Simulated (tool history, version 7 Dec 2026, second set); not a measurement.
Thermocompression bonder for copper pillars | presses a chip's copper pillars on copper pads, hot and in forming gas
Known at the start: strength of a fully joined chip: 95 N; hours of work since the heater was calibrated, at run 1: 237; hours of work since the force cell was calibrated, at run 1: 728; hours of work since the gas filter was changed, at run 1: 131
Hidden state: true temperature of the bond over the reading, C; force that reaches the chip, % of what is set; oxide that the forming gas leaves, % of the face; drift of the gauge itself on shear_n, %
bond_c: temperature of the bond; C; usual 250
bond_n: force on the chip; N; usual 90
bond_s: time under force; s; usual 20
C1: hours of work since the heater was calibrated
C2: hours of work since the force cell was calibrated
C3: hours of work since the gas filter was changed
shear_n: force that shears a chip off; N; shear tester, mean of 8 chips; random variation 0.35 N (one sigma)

run 1 hour=0 | bond_c=250 bond_n=90 bond_s=20 | C1=237 C2=728 C3=131 | shear_n=55.3
run 2 hour=21.7 | bond_c=250 bond_n=90 bond_s=20 | C1=253 C2=744 C3=147 | shear_n=53.8
run 3 hour=42.3 | bond_c=250 bond_n=90 bond_s=20 | C1=268 C2=759 C3=162 | shear_n=53.9
run 4 hour=62.5 | bond_c=245 bond_n=90 bond_s=20 | C1=283 C2=774 C3=177 | shear_n=50.8
run 5 hour=82.8 | bond_c=245 bond_n=90 bond_s=20 | C1=298 C2=789 C3=192 | shear_n=50.6
run 6 hour=103.2 | bond_c=250 bond_n=103 bond_s=20 | C1=313 C2=804 C3=207 | shear_n=58.8
run 7 hour=134.2 | bond_c=250 bond_n=103 bond_s=20 | C1=336 C2=827 C3=230 | shear_n=58.5
run 8 hour=147.5 | bond_c=250 bond_n=90 bond_s=20 | C1=345 C2=837 C3=239 | shear_n=53.2
run 9 hour=167.9 | bond_c=250 bond_n=90 bond_s=20 | C1=360 C2=852 C3=254 | shear_n=53.5
run 10 hour=197.2 | bond_c=250 bond_n=90 bond_s=20 | C1=382 C2=874 C3=276 | shear_n=52.7
run 11 hour=213.5 | bond_c=250 bond_n=56 bond_s=20 | C1=394 C2=886 C3=288 | shear_n=36.4
run 12 hour=232.5 | bond_c=269 bond_n=74 bond_s=10 | C1=408 C2=900 C3=302 | shear_n=45
run 13 hour=252.5 | bond_c=277 bond_n=90 bond_s=20 | C1=423 C2=914 C3=317 | shear_n=68.3
run 14 hour=275.7 | bond_c=263 bond_n=115 bond_s=11 | C1=440 C2=931 C3=334 | shear_n=58.8
-- hour=279 force cell calibrated
run 15 hour=298.3 | bond_c=250 bond_n=106 bond_s=20 | C1=455 C2=14 C3=350 | shear_n=57.8
run 16 hour=323.8 | bond_c=250 bond_n=106 bond_s=20 | C1=474 C2=33 C3=368 | shear_n=57.4
-- hour=327.2 forming gas filter changed
run 17 hour=338.7 | bond_c=250 bond_n=106 bond_s=20 | C1=485 C2=44 C3=8 | shear_n=61.6
-- hour=354.4 force cell calibrated, once more
run 18 hour=364.8 | bond_c=250 bond_n=106 bond_s=20 | C1=503 C2=8 C3=27 | shear_n=64.6
run 19 hour=385.2 | bond_c=250 bond_n=90 bond_s=21 | C1=518 C2=23 C3=42 | shear_n=59.4
run 20 hour=407.3 | bond_c=247 bond_n=55 bond_s=20 | C1=534 C2=39 C3=58 | shear_n=37.9
run 21 hour=424.8 | bond_c=221 bond_n=90 bond_s=44 | C1=547 C2=52 C3=71 | shear_n=52.2

Forecast each of these 3 alternatives for the next run:
run A hour=457.2 | bond_c=221 bond_n=74 bond_s=21 | C1=571 C2=76 C3=95 | shear_n=?
run B hour=457.2 | bond_c=221 bond_n=106 bond_s=44 | C1=571 C2=76 C3=95 | shear_n=?
run C hour=457.2 | bond_c=250 bond_n=90 bond_s=18 | C1=571 C2=76 C3=95 | shear_n=?

run=A shear_n=33.8
run=B shear_n=57.5
run=C shear_n=55.7
Without the tool's hidden state the same runs would have given:
run=A shear_n=34.4
run=B shear_n=58.5
run=C shear_n=56.8

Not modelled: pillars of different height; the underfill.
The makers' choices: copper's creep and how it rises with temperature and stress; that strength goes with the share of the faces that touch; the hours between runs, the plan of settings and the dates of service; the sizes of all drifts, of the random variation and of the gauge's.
